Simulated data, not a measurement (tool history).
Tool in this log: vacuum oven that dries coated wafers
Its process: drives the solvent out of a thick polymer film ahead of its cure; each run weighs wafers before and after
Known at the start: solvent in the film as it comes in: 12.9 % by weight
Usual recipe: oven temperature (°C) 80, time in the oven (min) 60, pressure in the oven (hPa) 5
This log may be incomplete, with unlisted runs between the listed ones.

Run 1, hour 0: usual settings. Result: solvent left in the film (%) 1.08.
Run 2, hour 24.3: usual settings. Result: solvent left in the film (%) 1.07.
Run 3, hour 41.8: usual settings. Result: solvent left in the film (%) 1.05.
Run 4, hour 82.1: usual settings. Result: solvent left in the film (%) 1.05.
Run 5, hour 113.2: usual settings. Result: solvent left in the film (%) 1.04.
Run 6, hour 135.7: usual settings. Result: solvent left in the film (%) 1.07.
Run 7, hour 169.1: usual settings. Result: solvent left in the film (%) 1.05.
Run 8, hour 195.5: usual settings. Result: solvent left in the film (%) 1.06.
Run 9, hour 231.8: usual settings but pressure in the oven (hPa) 5.63. Result: solvent left in the film (%) 1.08.
Run 10, hour 269.2: usual settings but pressure in the oven (hPa) 5.63. Result: solvent left in the film (%) 1.09.
Run 11, hour 293.7: usual settings but pressure in the oven (hPa) 5.63. Result: solvent left in the film (%) 1.06.
Run 12, hour 326.2: usual settings. Result: solvent left in the film (%) 1.06.
Run 13, hour 360.4: usual settings. Result: solvent left in the film (%) 1.06.
Run 14, hour 392.1: usual settings but pressure in the oven (hPa) 3.41. Result: solvent left in the film (%) 1.02.
Run 15, hour 421.8: usual settings. Result: solvent left in the film (%) 1.09.
Run 16, hour 448.6: usual settings. Result: solvent left in the film (%) 1.05.
Run 17, hour 471: usual settings but pressure in the oven (hPa) 7.8. Result: solvent left in the film (%) 1.13.
Run 18, hour 488: usual settings but oven temperature (°C) 66, time in the oven (min) 83, pressure in the oven (hPa) 7.12. Result: solvent left in the film (%) 2.11.
Run 19, hour 507.1: usual settings but oven temperature (°C) 77, time in the oven (min) 37, pressure in the oven (hPa) 7.12. Result: solvent left in the film (%) 3.
Run 20, hour 531.9: usual settings but oven temperature (°C) 77, time in the oven (min) 42, pressure in the oven (hPa) 11.72. Result: solvent left in the film (%) 2.69.
At hour 559.7: oven's thermocouples calibrated.
Run 21, hour 569.2: usual settings but oven temperature (°C) 77, time in the oven (min) 42, pressure in the oven (hPa) 11.72. Result: solvent left in the film (%) 2.69.
Run 22, hour 603: usual settings but oven temperature (°C) 77, time in the oven (min) 42, pressure in the oven (hPa) 11.72. Result: solvent left in the film (%) 2.69.
Run 23, hour 629.8: usual settings but time in the oven (min) 47, pressure in the oven (hPa) 7.49. Result: solvent left in the film (%) 1.77.
Run 24, hour 648.5: usual settings but time in the oven (min) 47, pressure in the oven (hPa) 7.49. Result: solvent left in the film (%) 1.73.
Run 25, hour 682.7: usual settings but time in the oven (min) 47, pressure in the oven (hPa) 7.82. Result: solvent left in the film (%) 1.8.
Run 26, hour 702.8: usual settings but time in the oven (min) 47, pressure in the oven (hPa) 7.82. Result: solvent left in the film (%) 1.77.
Run 27, hour 736.2: usual settings but oven temperature (°C) 76, time in the oven (min) 47, pressure in the oven (hPa) 3.33. Result: solvent left in the film (%) 2.17.
Run 28, hour 771.2: usual settings but oven temperature (°C) 77, time in the oven (min) 78, pressure in the oven (hPa) 10.2. Result: solvent left in the film (%) 1.03.
Run 29, hour 794.6: usual settings but oven temperature (°C) 77, time in the oven (min) 78, pressure in the oven (hPa) 10.2. Result: solvent left in the film (%) 1.03.

Consider 4 possible next runs. They are alternatives, not a sequence: every one starts from the tool as it was left by run 29. What does each give?
Run A, hour 822.4: usual settings but oven temperature (°C) 75, time in the oven (min) 78, pressure in the oven (hPa) 13.39. Result: solvent left in the film (%) ?.
Run B, hour 822.4: usual settings but oven temperature (°C) 77, time in the oven (min) 78, pressure in the oven (hPa) 2.65. Result: solvent left in the film (%) ?.
Run C, hour 822.4: usual settings but oven temperature (°C) 85, time in the oven (min) 36, pressure in the oven (hPa) 2.89. Result: solvent left in the film (%) ?.
Run D, hour 822.4: usual settings but time in the oven (min) 71. Result: solvent left in the film (%) ?.

run  solvent left in the film (%)
  A                          1.35
  B                          0.73
  C                          1.74
  D                          0.75
Take away the tool's hidden state, keep each run's random variation, and the runs would have read:
run  solvent left in the film (%)
  A                          1.35
  B                          0.73
  C                          1.74
  D                          0.75
